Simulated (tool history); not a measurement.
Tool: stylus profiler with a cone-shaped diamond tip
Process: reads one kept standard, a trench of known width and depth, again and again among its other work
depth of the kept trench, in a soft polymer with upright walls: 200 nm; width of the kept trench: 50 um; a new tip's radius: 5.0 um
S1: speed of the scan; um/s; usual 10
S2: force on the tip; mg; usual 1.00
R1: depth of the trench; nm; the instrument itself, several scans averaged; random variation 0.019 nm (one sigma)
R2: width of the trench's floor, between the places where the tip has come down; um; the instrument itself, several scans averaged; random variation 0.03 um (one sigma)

Run 1, day 0.000: usual settings. Result: R1 200.78 nm, R2 47.11 um.
Run 2, day 2.850: usual settings but S2 1.48 mg. Result: R1 200.97 nm, R2 47.10 um.
Run 3, day 6.812: usual settings but S2 1.48 mg. Result: R1 200.99 nm, R2 47.12 um.
Run 4, day 10.075: usual settings but S2 1.48 mg. Result: R1 200.97 nm, R2 47.12 um.
Run 5, day 14.108: usual settings but S2 1.48 mg. Result: R1 200.98 nm, R2 47.16 um.
Run 6, day 18.229: usual settings but S1 22 um/s. Result: R1 200.72 nm, R2 47.07 um.
Run 7, day 21.096: usual settings but S2 0.81 mg. Result: R1 200.66 nm, R2 47.12 um.
Run 8, day 23.754: usual settings but S2 0.81 mg. Result: R1 200.67 nm, R2 47.12 um.
Run 9, day 26.125: usual settings but S2 0.81 mg. Result: R1 200.66 nm, R2 47.15 um.
Run 10, day 28.254: usual settings. Result: R1 200.75 nm, R2 47.15 um.
Run 11, day 31.712: usual settings. Result: R1 200.78 nm, R2 47.15 um.
Run 12, day 34.438: usual settings. Result: R1 200.77 nm, R2 47.14 um.
Run 13, day 37.933: usual settings but S2 0.38 mg. Result: R1 200.40 nm, R2 47.06 um.
Run 14, day 41.388: usual settings but S2 0.38 mg. Result: R1 200.40 nm, R2 47.04 um.
Run 15, day 44.000: usual settings but S2 0.38 mg. Result: R1 200.37 nm, R2 47.07 um.
Run 16, day 46.538: usual settings but S2 2.62 mg. Result: R1 201.42 nm, R2 47.08 um.
Run 17, day 50.988: usual settings but S1 7 um/s. Result: R1 200.75 nm, R2 47.14 um.
Run 18, day 53.367: usual settings but S1 7 um/s. Result: R1 200.76 nm, R2 47.14 um.
Run 19, day 57.188: usual settings but S1 3 um/s. Result: R1 200.74 nm, R2 47.16 um.
Run 20, day 59.704: usual settings but S1 3 um/s. Result: R1 200.77 nm, R2 47.18 um.
Run 21, day 61.979: usual settings but S1 3 um/s. Result: R1 200.78 nm, R2 47.19 um.
Run 22, day 65.325: usual settings but S1 3 um/s. Result: R1 200.75 nm, R2 47.18 um.
Run 23, day 68.438: usual settings. Result: R1 200.77 nm, R2 47.08 um.
Run 24, day 71.367: usual settings but S1 39 um/s, S2 2.47 mg. Result: R1 201.39 nm, R2 47.04 um.
Run 25, day 73.596: usual settings but S1 39 um/s, S2 2.47 mg. Result: R1 201.41 nm, R2 47.06 um.
Run 26, day 77.050: usual settings but S1 13 um/s, S2 2.01 mg. Result: R1 201.16 nm, R2 47.16 um.
At day 78.146: height scale calibrated on a step standard.
Run 27, day 80.725: usual settings but S1 13 um/s, S2 2.01 mg. Result: R1 201.18 nm, R2 47.10 um.
Run 28, day 84.275: usual settings but S1 3 um/s, S2 1.25 mg. Result: R1 200.86 nm, R2 47.18 um.
Run 29, day 86.529: usual settings but S1 3 um/s, S2 1.25 mg. Result: R1 200.86 nm, R2 47.16 um.
Run 30, day 89.021: usual settings but S1 19 um/s, S2 0.65 mg. Result: R1 200.53 nm, R2 46.97 um.
Run 31, day 91.821: usual settings but S1 19 um/s, S2 0.65 mg. Result: R1 200.57 nm, R2 46.99 um.
Run 32, day 95.417: usual settings but S1 13 um/s, S2 0.33 mg. Result: R1 200.36 nm, R2 47.00 um.
Run 33, day 99.125: usual settings but S1 3 um/s, S2 0.34 mg. Result: R1 200.39 nm, R2 47.16 um.
Run 34, day 101.367: usual settings but S1 17 um/s, S2 1.62 mg. Result: R1 201.06 nm, R2 47.10 um.
Run 35, day 104.225: usual settings but S1 3 um/s, S2 1.23 mg. Result: R1 200.84 nm, R2 47.17 um.
Run 36, day 108.392: usual settings but S2 0.59 mg. Result: R1 200.52 nm, R2 47.07 um.
Run 37, day 110.467: usual settings but S1 9 um/s, S2 0.50 mg. Result: R1 200.49 nm, R2 47.07 um.
Run 38, day 114.204: usual settings but S1 14 um/s, S2 1.22 mg. Result: R1 200.85 nm, R2 47.08 um.
Run 39, day 116.279: usual settings but S1 14 um/s, S2 0.62 mg. Result: R1 200.59 nm, R2 47.11 um.
Run 40, day 120.350: usual settings but S1 35 um/s, S2 1.64 mg. Result: R1 201.05 nm, R2 46.97 um.
Run 41, day 124.683: usual settings but S1 2 um/s, S2 0.38 mg. Result: R1 200.36 nm, R2 47.17 um.
Run 42, day 129.088: usual settings but S1 6 um/s, S2 2.46 mg. Result: R1 201.40 nm, R2 47.14 um.
Run 43, day 132.383: usual settings but S1 6 um/s, S2 2.46 mg. Result: R1 201.37 nm, R2 47.16 um.
Run 44, day 134.996: usual settings but S1 16 um/s, S2 1.15 mg. Result: R1 200.86 nm, R2 47.09 um.
Run 45, day 137.817: usual settings but S1 16 um/s, S2 1.15 mg. Result: R1 200.82 nm, R2 47.02 um.

4 ways to go on from here, each from the tool as it stands after run 45. What would each give?
At day 141.608: new tip fitted, height scale calibrated.
Run A, day 142.167: usual settings but S1 40 um/s, S2 1.05 mg. Result: R1 ?, R2 ?.
At day 141.608: new tip fitted, height scale calibrated.
Run B, day 142.167: usual settings but S1 16 um/s, S2 1.97 mg. Result: R1 ?, R2 ?.
At day 141.608: new tip fitted, height scale calibrated.
Run C, day 142.167: usual settings but S2 2.25 mg. Result: R1 ?, R2 ?.
At day 141.608: new tip fitted, height scale calibrated.
Run D, day 142.167: usual settings but S1 14 um/s, S2 2.84 mg. Result: R1 ?, R2 ?.

run      R1     R2
  A  200.76  46.92
  B  201.17  47.17
  C  201.28  47.14
  D  201.50  47.15
Without the tool's hidden state the same runs would have given:
run      R1     R2
  A  200.76  46.92
  B  201.18  47.17
  C  201.28  47.14
  D  201.50  47.15

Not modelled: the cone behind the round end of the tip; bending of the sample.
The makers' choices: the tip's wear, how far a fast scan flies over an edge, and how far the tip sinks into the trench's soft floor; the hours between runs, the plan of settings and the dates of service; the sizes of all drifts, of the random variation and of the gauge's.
